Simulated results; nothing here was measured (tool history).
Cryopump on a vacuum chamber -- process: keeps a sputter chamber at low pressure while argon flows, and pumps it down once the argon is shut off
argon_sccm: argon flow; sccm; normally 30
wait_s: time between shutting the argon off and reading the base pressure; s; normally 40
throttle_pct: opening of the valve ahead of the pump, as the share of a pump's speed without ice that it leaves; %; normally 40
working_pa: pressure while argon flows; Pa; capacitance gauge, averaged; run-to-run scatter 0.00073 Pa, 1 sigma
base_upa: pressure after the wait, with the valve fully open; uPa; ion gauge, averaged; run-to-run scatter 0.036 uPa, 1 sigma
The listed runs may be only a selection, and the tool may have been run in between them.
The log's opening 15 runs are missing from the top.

| run | day | argon_sccm | wait_s | throttle_pct | working_pa | base_upa |
|---|---|---|---|---|---|---|
| 16 | 19.775 | 30 | 40 | 40 | 0.1471 | 3.08 |
| 17 | 21.079 | 30 | 40 | 40 | 0.1474 | 3.07 |
| 18 | 22.462 | 30 | 36 | 40 | 0.1483 | 3.33 |
| 19 | 23.958 | 30 | 154 | 16 | 0.3471 | 2.03 |
| 20 | 25.425 | 30 | 40 | 16 | 0.3467 | 3.33 |
| 21 | 27.058 | 30 | 40 | 16 | 0.3451 | 3.41 |
| 22 | 28.512 | 19 | 40 | 28 | 0.1323 | 3.46 |
| 23 | 30.154 | 40 | 27 | 28 | 0.2792 | 4.35 |
| 24 | 31.442 | 13 | 40 | 26 | 0.0961 | 3.61 |
| 25 | 33.217 | 19 | 244 | 37 | 0.1049 | 2.38 |
| 26 | 34.154 | 15 | 28 | 24 | 0.1214 | 4.56 |
| 27 | 35.058 | 15 | 28 | 24 | 0.1208 | 4.59 |
| 28 | 36.346 | 15 | 28 | 24 | 0.1214 | 4.66 |
| 29 | 37.35 | 33 | 78 | 30 | 0.2213 | 3.23 |
|  | 38 | pump warmed up, emptied and cooled again |
| 30 | 39.067 | 18 | 40 | 40 | 0.0799 | 3.32 |
| 31 | 39.9 | 18 | 40 | 40 | 0.0803 | 3.36 |
| 32 | 41.108 | 18 | 31 | 32 | 0.099 | 3.91 |
| 33 | 42.412 | 18 | 31 | 32 | 0.0998 | 3.82 |

Consider 5 possible next runs. They are alternatives, not a sequence: every one starts from the tool as it was left by run 33. What does each give?
| A | 43.167 | 16 | 21 | 22 | ? | ? |
| B | 43.167 | 26 | 93 | 28 | ? | ? |
| C | 43.167 | 56 | 31 | 32 | ? | ? |
| D | 43.167 | 30 | 40 | 23 | ? | ? |
| E | 43.167 | 30 | 23 | 40 | ? | ? |

| run | working_pa | base_upa |
|---|---|---|
| A | 0.1281 | 4.87 |
| B | 0.1643 | 2.47 |
| C | 0.313 | 3.91 |
| D | 0.2297 | 3.54 |
| E | 0.1343 | 4.8 |
Had the tool no hidden state, the same runs would have come out as:
| run | working_pa | base_upa |
|---|---|---|
| A | 0.1268 | 3.43 |
| B | 0.1623 | 1 |
| C | 0.3085 | 2.45 |
| D | 0.2273 | 2.05 |
| E | 0.1318 | 3.3 |

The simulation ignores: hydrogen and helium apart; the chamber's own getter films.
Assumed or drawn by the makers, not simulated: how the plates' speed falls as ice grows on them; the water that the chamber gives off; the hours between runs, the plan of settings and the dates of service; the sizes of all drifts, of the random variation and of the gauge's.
